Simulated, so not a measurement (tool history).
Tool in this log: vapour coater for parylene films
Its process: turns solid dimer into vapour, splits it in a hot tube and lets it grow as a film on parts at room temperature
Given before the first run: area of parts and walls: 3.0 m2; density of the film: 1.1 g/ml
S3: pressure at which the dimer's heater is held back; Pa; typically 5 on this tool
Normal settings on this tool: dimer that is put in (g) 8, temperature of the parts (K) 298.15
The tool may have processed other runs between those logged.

Run 1, hour 0: usual settings. Result: thickness of the film (um) 1.152.
Run 2, hour 12: usual settings but S3 6.51 Pa. Result: thickness of the film (um) 1.146.
Run 3, hour 22.3: usual settings but S3 5.83 Pa. Result: thickness of the film (um) 1.15.
Run 4, hour 30.3: usual settings but S3 5.83 Pa. Result: thickness of the film (um) 1.142.
Run 5, hour 45.1: usual settings but S3 5.83 Pa. Result: thickness of the film (um) 1.145.
Run 6, hour 54.8: usual settings but S3 12 Pa. Result: thickness of the film (um) 1.092.
Run 7, hour 62.6: usual settings but dimer that is put in (g) 5, S3 12 Pa. Result: thickness of the film (um) 0.688.
Run 8, hour 73.6: usual settings. Result: thickness of the film (um) 1.158.
Run 9, hour 88.4: usual settings. Result: thickness of the film (um) 1.165.
Run 10, hour 101.9: usual settings but temperature of the parts (K) 295.15. Result: thickness of the film (um) 1.222.
Run 11, hour 114.5: usual settings but temperature of the parts (K) 295.15. Result: thickness of the film (um) 1.236.
Run 12, hour 128.8: usual settings but temperature of the parts (K) 295.15. Result: thickness of the film (um) 1.225.
Run 13, hour 138.6: usual settings but temperature of the parts (K) 295.15. Result: thickness of the film (um) 1.243.
Run 14, hour 148.9: usual settings but temperature of the parts (K) 295.15. Result: thickness of the film (um) 1.223.
Run 15, hour 155.7: usual settings. Result: thickness of the film (um) 1.143.
Run 16, hour 168.9: usual settings. Result: thickness of the film (um) 1.164.
Run 17, hour 182.1: usual settings. Result: thickness of the film (um) 1.16.
Run 18, hour 195: usual settings. Result: thickness of the film (um) 1.152.
Run 19, hour 202.6: usual settings. Result: thickness of the film (um) 1.145.
Run 20, hour 215.1: usual settings but dimer that is put in (g) 7, S3 10.76 Pa. Result: thickness of the film (um) 0.953.
Run 21, hour 229.5: usual settings but dimer that is put in (g) 7, S3 10.76 Pa. Result: thickness of the film (um) 0.944.
Run 22, hour 239.5: usual settings but dimer that is put in (g) 13, temperature of the parts (K) 293.15, S3 3.61 Pa. Result: thickness of the film (um) 2.141.
Run 23, hour 250.4: usual settings but dimer that is put in (g) 13, temperature of the parts (K) 293.15, S3 3.61 Pa. Result: thickness of the film (um) 2.159.
Run 24, hour 265: usual settings but dimer that is put in (g) 13, temperature of the parts (K) 293.15, S3 3.61 Pa. Result: thickness of the film (um) 2.136.
Run 25, hour 279.7: usual settings but dimer that is put in (g) 13, temperature of the parts (K) 293.15, S3 3.61 Pa. Result: thickness of the film (um) 2.139.
Run 26, hour 291.7: usual settings but dimer that is put in (g) 6, temperature of the parts (K) 301.15, S3 3.9 Pa. Result: thickness of the film (um) 0.812.
Run 27, hour 303: usual settings but dimer that is put in (g) 4, temperature of the parts (K) 302.15, S3 2.57 Pa. Result: thickness of the film (um) 0.562.
Run 28, hour 313.9: usual settings but dimer that is put in (g) 14, temperature of the parts (K) 294.15, S3 3.77 Pa. Result: thickness of the film (um) 2.244.
Run 29, hour 320.8: usual settings but dimer that is put in (g) 6, temperature of the parts (K) 302.15, S3 6.65 Pa. Result: thickness of the film (um) 0.766.
Run 30, hour 330.2: usual settings but dimer that is put in (g) 6, temperature of the parts (K) 302.15, S3 6.65 Pa. Result: thickness of the film (um) 0.767.
Run 31, hour 340.8: usual settings but dimer that is put in (g) 6, temperature of the parts (K) 302.15, S3 6.65 Pa. Result: thickness of the film (um) 0.771.
Run 32, hour 347: usual settings but dimer that is put in (g) 12, temperature of the parts (K) 302.15, S3 3.21 Pa. Result: thickness of the film (um) 1.604.
Run 33, hour 360.1: usual settings but dimer that is put in (g) 3, temperature of the parts (K) 309.15, S3 8.95 Pa. Result: thickness of the film (um) 0.309.

Below, some changes in thickness of the film (um) between adjacent runs. For each, the amount present without the hidden state too (settings, incoming material, random variation) and the amount remaining for the hidden state with gauge scatter not shared by both compared results:
The hidden state here: vapour lost through the trap's worn valve, %; true temperature of the parts over the reading, C; drift of the gauge itself on film_um, %.
Run 25 -> 26: dimer that is put in (g) 13 -> 6, temperature of the parts (K) 293.15 -> 301.15, S3 3.61 -> 3.9. thickness of the film (um) -1.327: hidden state +0.072, all else -1.399.
Run 27 -> 28: dimer that is put in (g) 4 -> 14, temperature of the parts (K) 302.15 -> 294.15, S3 2.57 -> 3.77. thickness of the film (um) +1.682: hidden state -0.099, all else +1.781.
Run 28 -> 29: dimer that is put in (g) 14 -> 6, temperature of the parts (K) 294.15 -> 302.15, S3 3.77 -> 6.65. thickness of the film (um) -1.478: hidden state +0.085, all else -1.563.
Run 32 -> 33: dimer that is put in (g) 12 -> 3, temperature of the parts (K) 302.15 -> 309.15, S3 3.21 -> 8.95. thickness of the film (um) -1.295: hidden state +0.078, all else -1.373.
